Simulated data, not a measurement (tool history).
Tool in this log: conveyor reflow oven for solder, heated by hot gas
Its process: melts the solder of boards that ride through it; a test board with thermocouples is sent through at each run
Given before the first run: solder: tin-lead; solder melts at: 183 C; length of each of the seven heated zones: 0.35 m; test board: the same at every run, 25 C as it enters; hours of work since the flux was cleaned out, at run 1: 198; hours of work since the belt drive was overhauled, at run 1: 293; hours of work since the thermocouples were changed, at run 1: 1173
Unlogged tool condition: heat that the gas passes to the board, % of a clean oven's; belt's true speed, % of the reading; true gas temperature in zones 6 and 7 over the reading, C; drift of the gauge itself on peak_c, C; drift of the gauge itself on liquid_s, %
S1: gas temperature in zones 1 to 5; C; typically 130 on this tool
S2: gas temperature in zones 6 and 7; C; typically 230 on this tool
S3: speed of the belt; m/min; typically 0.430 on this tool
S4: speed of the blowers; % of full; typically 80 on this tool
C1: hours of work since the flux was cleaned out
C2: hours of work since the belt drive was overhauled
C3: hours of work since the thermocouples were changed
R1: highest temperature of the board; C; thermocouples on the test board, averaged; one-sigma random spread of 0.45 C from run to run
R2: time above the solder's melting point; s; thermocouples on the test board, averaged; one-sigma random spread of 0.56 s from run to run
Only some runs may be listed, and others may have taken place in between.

| run | hour | S1 | S2 | S3 | S4 | C1 | C2 | C3 | R1 | R2 |
|---|---|---|---|---|---|---|---|---|---|---|
| 1 | 0.0 | 130 | 230 | 0.430 | 80 | 198 | 293 | 1173 | 211.1 | 65.4 |
| 2 | 40.1 | 130 | 231 | 0.430 | 80 | 224 | 319 | 1199 | 211.7 | 65.3 |
| 3 | 89.0 | 130 | 230 | 0.430 | 76 | 255 | 351 | 1231 | 210.7 | 62.5 |
| 4 | 129.3 | 130 | 230 | 0.430 | 76 | 281 | 377 | 1257 | 210.2 | 61.5 |
|  | 181.6 | flux residue cleaned out of gas plates and filters |
| 5 | 181.6 | 130 | 230 | 0.430 | 76 | 0 | 407 | 1288 | 211.4 | 64.8 |
| 6 | 217.1 | 130 | 230 | 0.430 | 80 | 23 | 430 | 1311 | 212.7 | 65.3 |
| 7 | 253.5 | 130 | 230 | 0.430 | 52 | 47 | 454 | 1334 | 204.7 | 52.6 |
| 8 | 299.8 | 130 | 230 | 0.430 | 52 | 76 | 484 | 1364 | 205.7 | 51.3 |
| 9 | 357.1 | 130 | 230 | 0.430 | 52 | 114 | 521 | 1401 | 203.6 | 52.3 |
| 10 | 414.2 | 130 | 230 | 0.430 | 52 | 150 | 558 | 1438 | 204.8 | 51.8 |
|  | 420.9 | thermocouples of zones 6 and 7 changed |
| 11 | 441.1 | 130 | 230 | 0.430 | 52 | 167 | 574 | 13 | 207.4 | 56.7 |
| 12 | 485.3 | 130 | 230 | 0.430 | 52 | 195 | 603 | 42 | 206.7 | 55.8 |
| 13 | 512.3 | 130 | 230 | 0.345 | 80 | 213 | 620 | 59 | 220.9 | 94.1 |
| 14 | 551.3 | 130 | 230 | 0.345 | 80 | 238 | 645 | 84 | 220.1 | 94.0 |
| 15 | 575.9 | 130 | 230 | 0.345 | 73 | 254 | 661 | 100 | 218.2 | 92.5 |
| 16 | 621.8 | 130 | 230 | 0.345 | 73 | 283 | 691 | 130 | 219.0 | 91.8 |
|  | 671.6 | flux residue cleaned out of gas plates and filters |
| 17 | 675.1 | 130 | 230 | 0.373 | 87 | 2 | 722 | 161 | 220.3 | 87.5 |
| 18 | 721.5 | 130 | 230 | 0.373 | 87 | 32 | 752 | 191 | 220.5 | 86.5 |
| 19 | 766.0 | 130 | 230 | 0.373 | 87 | 61 | 781 | 220 | 219.4 | 87.2 |
| 20 | 812.3 | 130 | 230 | 0.430 | 58 | 91 | 811 | 250 | 208.8 | 59.1 |
| 21 | 854.1 | 115 | 232 | 0.430 | 84 | 118 | 838 | 277 | 215.3 | 63.8 |
| 22 | 891.7 | 123 | 232 | 0.430 | 80 | 142 | 862 | 301 | 214.2 | 65.2 |
| 23 | 940.1 | 134 | 232 | 0.430 | 80 | 174 | 894 | 333 | 215.5 | 72.0 |
| 24 | 967.4 | 134 | 232 | 0.430 | 65 | 191 | 911 | 350 | 212.8 | 66.9 |
| 25 | 1008.5 | 115 | 232 | 0.430 | 65 | 218 | 938 | 377 | 209.1 | 55.6 |
| 26 | 1039.3 | 139 | 224 | 0.374 | 65 | 238 | 958 | 397 | 212.2 | 78.5 |
| 27 | 1070.1 | 127 | 230 | 0.430 | 80 | 258 | 978 | 417 | 212.9 | 65.9 |
| 28 | 1126.7 | 130 | 230 | 0.430 | 61 | 294 | 1014 | 453 | 208.6 | 59.8 |
|  | 1158.8 | flux residue cleaned out of gas plates and filters |
| 29 | 1185.9 | 130 | 230 | 0.430 | 61 | 18 | 1049 | 488 | 210.5 | 61.1 |
| 30 | 1239.3 | 130 | 233 | 0.430 | 87 | 52 | 1084 | 523 | 218.3 | 71.7 |

Below, each run's measurement less what the same run would have read without the hidden state. Both values contain the same run-to-run variation, but the gauge's scatter may not be the same in both:
| run | R1 | R2 |
|---|---|---|
| 1 | -3.5 | -4.1 |
| 2 | -3.7 | -4.2 |
| 3 | -3.9 | -4.6 |
| 4 | -4.0 | -4.8 |
| 5 | -2.9 | -3.0 |
| 6 | -3.1 | -3.0 |
| 7 | -2.9 | -4.1 |
| 8 | -3.1 | -4.3 |
| 9 | -3.3 | -4.7 |
| 10 | -3.4 | -4.9 |
| 11 | -0.4 | -0.4 |
| 12 | -0.5 | -0.6 |
| 13 | -0.6 | -0.4 |
| 14 | -0.7 | -0.5 |
| 15 | -0.8 | -0.6 |
| 16 | -0.9 | -0.8 |
| 17 | -0.1 | +0.6 |
| 18 | -0.3 | +0.4 |
| 19 | -0.5 | +0.2 |
| 20 | -0.5 | -0.2 |
| 21 | -0.9 | -0.5 |
| 22 | -1.0 | -0.6 |
| 23 | -1.1 | -0.5 |
| 24 | -1.1 | -0.8 |
| 25 | -1.4 | -1.4 |
| 26 | -1.2 | -1.0 |
| 27 | -1.6 | -1.4 |
| 28 | -1.7 | -1.6 |
| 29 | -0.8 | -0.2 |
| 30 | -1.2 | -0.3 |
